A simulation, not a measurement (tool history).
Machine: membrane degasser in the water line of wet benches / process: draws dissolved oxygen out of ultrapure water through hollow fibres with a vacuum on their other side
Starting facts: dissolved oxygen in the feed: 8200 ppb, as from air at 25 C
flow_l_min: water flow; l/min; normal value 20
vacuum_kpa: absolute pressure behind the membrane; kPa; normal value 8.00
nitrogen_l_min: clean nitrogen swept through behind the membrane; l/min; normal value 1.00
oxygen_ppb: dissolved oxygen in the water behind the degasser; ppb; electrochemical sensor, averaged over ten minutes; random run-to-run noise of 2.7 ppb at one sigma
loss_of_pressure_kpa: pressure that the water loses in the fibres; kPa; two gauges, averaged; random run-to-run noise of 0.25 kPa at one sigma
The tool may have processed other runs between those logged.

run 1 hour=0.0 | flow_l_min=20 vacuum_kpa=8.00 nitrogen_l_min=1.00 | oxygen_ppb=290.1 loss_of_pressure_kpa=68.34
run 2 hour=149.6 | flow_l_min=20 vacuum_kpa=8.00 nitrogen_l_min=1.00 | oxygen_ppb=290.7 loss_of_pressure_kpa=68.68
run 3 hour=316.9 | flow_l_min=15 vacuum_kpa=8.00 nitrogen_l_min=1.00 | oxygen_ppb=196.5 loss_of_pressure_kpa=51.21
-- hour=343.2 seals of the vacuum lines changed
run 4 hour=419.8 | flow_l_min=15 vacuum_kpa=8.00 nitrogen_l_min=1.00 | oxygen_ppb=190.9 loss_of_pressure_kpa=51.18
run 5 hour=551.3 | flow_l_min=15 vacuum_kpa=8.00 nitrogen_l_min=1.00 | oxygen_ppb=190.9 loss_of_pressure_kpa=50.99
-- hour=570.5 vacuum gauge calibrated
run 6 hour=667.5 | flow_l_min=15 vacuum_kpa=8.00 nitrogen_l_min=1.00 | oxygen_ppb=195.6 loss_of_pressure_kpa=51.42
run 7 hour=812.5 | flow_l_min=15 vacuum_kpa=8.00 nitrogen_l_min=1.00 | oxygen_ppb=196.5 loss_of_pressure_kpa=51.53
run 8 hour=895.0 | flow_l_min=15 vacuum_kpa=8.00 nitrogen_l_min=1.00 | oxygen_ppb=198.6 loss_of_pressure_kpa=51.75
run 9 hour=1048.6 | flow_l_min=15 vacuum_kpa=8.00 nitrogen_l_min=1.00 | oxygen_ppb=198.3 loss_of_pressure_kpa=51.84
-- hour=1124.0 vacuum gauge calibrated, once more
run 10 hour=1166.2 | flow_l_min=15 vacuum_kpa=8.00 nitrogen_l_min=1.24 | oxygen_ppb=158.4 loss_of_pressure_kpa=51.92
run 11 hour=1242.4 | flow_l_min=15 vacuum_kpa=8.00 nitrogen_l_min=1.24 | oxygen_ppb=159.3 loss_of_pressure_kpa=51.55
run 12 hour=1326.3 | flow_l_min=20 vacuum_kpa=4.95 nitrogen_l_min=1.00 | oxygen_ppb=154.9 loss_of_pressure_kpa=68.67
run 13 hour=1426.4 | flow_l_min=20 vacuum_kpa=4.95 nitrogen_l_min=1.00 | oxygen_ppb=155.7 loss_of_pressure_kpa=68.57
run 14 hour=1537.3 | flow_l_min=20 vacuum_kpa=4.95 nitrogen_l_min=1.00 | oxygen_ppb=154.3 loss_of_pressure_kpa=68.32
run 15 hour=1665.0 | flow_l_min=23 vacuum_kpa=6.77 nitrogen_l_min=1.00 | oxygen_ppb=291.1 loss_of_pressure_kpa=79.20
run 16 hour=1782.7 | flow_l_min=26 vacuum_kpa=8.74 nitrogen_l_min=1.00 | oxygen_ppb=463.8 loss_of_pressure_kpa=89.43
run 17 hour=1865.3 | flow_l_min=15 vacuum_kpa=15.04 nitrogen_l_min=1.00 | oxygen_ppb=415.2 loss_of_pressure_kpa=52.18
run 18 hour=1969.1 | flow_l_min=15 vacuum_kpa=15.04 nitrogen_l_min=1.00 | oxygen_ppb=422.1 loss_of_pressure_kpa=51.31
run 19 hour=2057.8 | flow_l_min=16 vacuum_kpa=8.00 nitrogen_l_min=0.95 | oxygen_ppb=213.0 loss_of_pressure_kpa=55.48
run 20 hour=2127.1 | flow_l_min=28 vacuum_kpa=8.00 nitrogen_l_min=0.95 | oxygen_ppb=498.2 loss_of_pressure_kpa=96.83
run 21 hour=2262.3 | flow_l_min=28 vacuum_kpa=8.00 nitrogen_l_min=0.95 | oxygen_ppb=503.4 loss_of_pressure_kpa=96.94
run 22 hour=2341.3 | flow_l_min=20 vacuum_kpa=8.31 nitrogen_l_min=1.00 | oxygen_ppb=298.8 loss_of_pressure_kpa=69.34
run 23 hour=2455.1 | flow_l_min=20 vacuum_kpa=8.31 nitrogen_l_min=1.00 | oxygen_ppb=302.4 loss_of_pressure_kpa=69.34
run 24 hour=2552.8 | flow_l_min=20 vacuum_kpa=11.47 nitrogen_l_min=0.92 | oxygen_ppb=458.2 loss_of_pressure_kpa=69.21

Below are 3 alternative next runs, each starting from the tool's condition after run 24. Predict each:
run A hour=2654.2 | flow_l_min=18 vacuum_kpa=8.19 nitrogen_l_min=1.00 | oxygen_ppb=? loss_of_pressure_kpa=?
run B hour=2654.2 | flow_l_min=15 vacuum_kpa=11.47 nitrogen_l_min=1.46 | oxygen_ppb=? loss_of_pressure_kpa=?
run C hour=2654.2 | flow_l_min=14 vacuum_kpa=10.91 nitrogen_l_min=1.00 | oxygen_ppb=? loss_of_pressure_kpa=?

run=A oxygen_ppb=257.6 loss_of_pressure_kpa=62.57
run=B oxygen_ppb=228.0 loss_of_pressure_kpa=52.35
run=C oxygen_ppb=268.0 loss_of_pressure_kpa=48.63
Stripped of hidden state, with their random variation kept, the same runs would have yielded:
run=A oxygen_ppb=241.6 loss_of_pressure_kpa=59.72
run=B oxygen_ppb=217.6 loss_of_pressure_kpa=49.96
run=C oxygen_ppb=258.1 loss_of_pressure_kpa=46.40

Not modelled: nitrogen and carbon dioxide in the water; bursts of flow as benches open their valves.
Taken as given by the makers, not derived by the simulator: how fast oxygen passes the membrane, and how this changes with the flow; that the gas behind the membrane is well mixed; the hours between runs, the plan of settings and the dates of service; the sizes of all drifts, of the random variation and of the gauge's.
